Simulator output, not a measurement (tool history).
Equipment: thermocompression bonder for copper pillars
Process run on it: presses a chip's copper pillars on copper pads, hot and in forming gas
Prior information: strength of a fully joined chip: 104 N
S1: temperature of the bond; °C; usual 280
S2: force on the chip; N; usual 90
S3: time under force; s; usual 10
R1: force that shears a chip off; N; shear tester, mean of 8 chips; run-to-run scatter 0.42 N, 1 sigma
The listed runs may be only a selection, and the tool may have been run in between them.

run,hour,S1,S2,S3,R1
1,0.0,280,90,10,36.0
2,7.9,280,126,10,44.2
3,18.4,280,126,10,43.9
4,27.3,280,126,10,44.4
5,37.0,280,126,10,43.8
6,43.4,280,126,10,43.6
7,52.0,293,90,10,39.7
8,57.7,293,90,10,40.2
9,63.6,280,84,10,34.1
10,69.9,280,109,10,40.1
11,78.4,280,90,10,35.3
12,88.4,280,90,10,35.2
13,94.4,296,90,10,41.5
14,99.5,296,90,10,41.2
15,108.0,280,61,10,27.4
# hour 110.6: heater calibrated with a thermocouple chip
16,117.3,280,61,10,27.2
17,124.2,280,61,10,27.2
18,135.7,280,91,10,35.0
19,141.5,280,90,20,45.3
20,148.5,280,90,20,44.3
21,157.3,280,90,11,36.2
# hour 166.3: heater calibrated with a thermocouple chip, once more
22,169.3,273,90,10,33.1
23,178.6,275,90,26,48.8
24,186.0,265,111,19,45.0
25,192.3,284,91,5,28.9
26,201.3,284,70,18,40.0
27,208.3,284,62,30,44.5
28,213.5,270,90,8,29.6
29,222.9,270,90,8,29.5
# hour 229.4: forming gas filter changed
30,231.2,251,134,8,34.3
31,236.4,280,61,10,30.8
32,244.7,306,105,7,47.0
33,253.6,280,90,28,57.2
34,259.2,280,90,28,56.1
35,265.1,280,90,28,56.8
36,272.3,292,81,9,39.3
37,281.7,292,81,9,39.1
38,289.4,280,96,13,44.8
39,301.2,280,96,13,44.4

Below are 3 alternative next runs, each starting from the tool's condition after run 39. Predict each:
A,311.2,293,90,10,?
B,311.2,300,108,9,?
C,311.2,256,90,8,?

run,R1
A,43.4
B,49.3
C,27.9
With the hidden condition removed and each run's random variation left untouched, the same runs would have given:
run,R1
A,43.5
B,49.3
C,27.9

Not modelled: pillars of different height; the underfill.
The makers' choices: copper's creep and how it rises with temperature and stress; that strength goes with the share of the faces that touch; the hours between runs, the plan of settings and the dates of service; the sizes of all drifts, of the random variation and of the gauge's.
